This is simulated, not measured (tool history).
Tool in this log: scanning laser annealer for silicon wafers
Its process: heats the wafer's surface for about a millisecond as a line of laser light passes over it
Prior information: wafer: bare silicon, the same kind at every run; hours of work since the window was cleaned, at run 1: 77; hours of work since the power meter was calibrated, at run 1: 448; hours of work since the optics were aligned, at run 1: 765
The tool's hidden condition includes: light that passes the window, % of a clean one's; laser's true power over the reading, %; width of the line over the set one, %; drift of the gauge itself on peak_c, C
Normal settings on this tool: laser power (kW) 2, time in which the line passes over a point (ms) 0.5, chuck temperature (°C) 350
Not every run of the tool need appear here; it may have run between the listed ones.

run   hour  laser power (kW)  time in which the line passes over a point (ms)  chuck temperature (°C)  hours of work since the window was cleaned  hours of work since the power meter was calibrated  hours of work since the optics were aligned  highest temperature of the surface (°C)
  1      0                 2                                              0.5                     350                                          77                                                 448                                          765                                     1052
  2     27                 2                                            0.354                     350                                          89                                                 460                                          777                                      947
  3   57.3                 2                                            0.354                     350                                         102                                                 474                                          790                                      950
  4   71.1                 2                                            0.354                     350                                         109                                                 480                                          797                                      951
  5  104.1                 2                                            0.354                     350                                         123                                                 495                                          811                                      945
  6    123                 2                                            0.354                     325                                         132                                                 503                                          820                                      925
  7  153.6                 2                                            0.354                     325                                         146                                                 517                                          834                                      923
  8  174.3                 2                                            0.354                     325                                         155                                                 527                                          843                                      918
  9    191                 2                                            0.354                     325                                         163                                                 534                                          851                                      917
 10  212.7                 2                                            0.354                     325                                         172                                                 544                                          860                                      918
 11  236.9             1.773                                            0.525                     350                                         183                                                 555                                          871                                      977
 12  262.2             1.989                                            0.492                     321                                         195                                                 566                                          883                                     1004
 13  283.4             1.989                                            0.492                     321                                         204                                                 576                                          892                                     1006
 14  313.2             1.711                                            0.434                     329                                         217                                                 589                                          906                                      882
 15    345             1.711                                            0.434                     329                                         232                                                 603                                          920                                      880
 16  376.2             1.711                                            0.434                     329                                         246                                                 617                                          934                                      875
 17    393             1.873                                            0.506                     350                                         253                                                 625                                          941                                      994
 18  418.1              2.03                                            0.416                     356                                         265                                                 636                                          953                                      996
 19  439.7              2.03                                            0.416                     356                                         274                                                 646                                          962                                      998

Consider 4 possible next runs. They are alternatives, not a sequence: every one starts from the tool as it was left by run 19. What does each give?
  A   468             1.894                                            0.603                     330                                         287                                                 659                                          975                                        ?
  B   468             1.927                                            0.405                     332                                         287                                                 659                                          975                                        ?
  C   468             2.012                                            0.471                     379                                         287                                                 659                                          975                                        ?
  D   468             1.856                                            0.474                     336                                         287                                                 659                                          975                                        ?

run  highest temperature of the surface (°C)
  A                                     1034
  B                                      928
  C                                     1047
  D                                      953
Without the tool's hidden state the same runs would have given:
run  highest temperature of the surface (°C)
  A                                     1077
  B                                      965
  C                                     1088
  D                                      991

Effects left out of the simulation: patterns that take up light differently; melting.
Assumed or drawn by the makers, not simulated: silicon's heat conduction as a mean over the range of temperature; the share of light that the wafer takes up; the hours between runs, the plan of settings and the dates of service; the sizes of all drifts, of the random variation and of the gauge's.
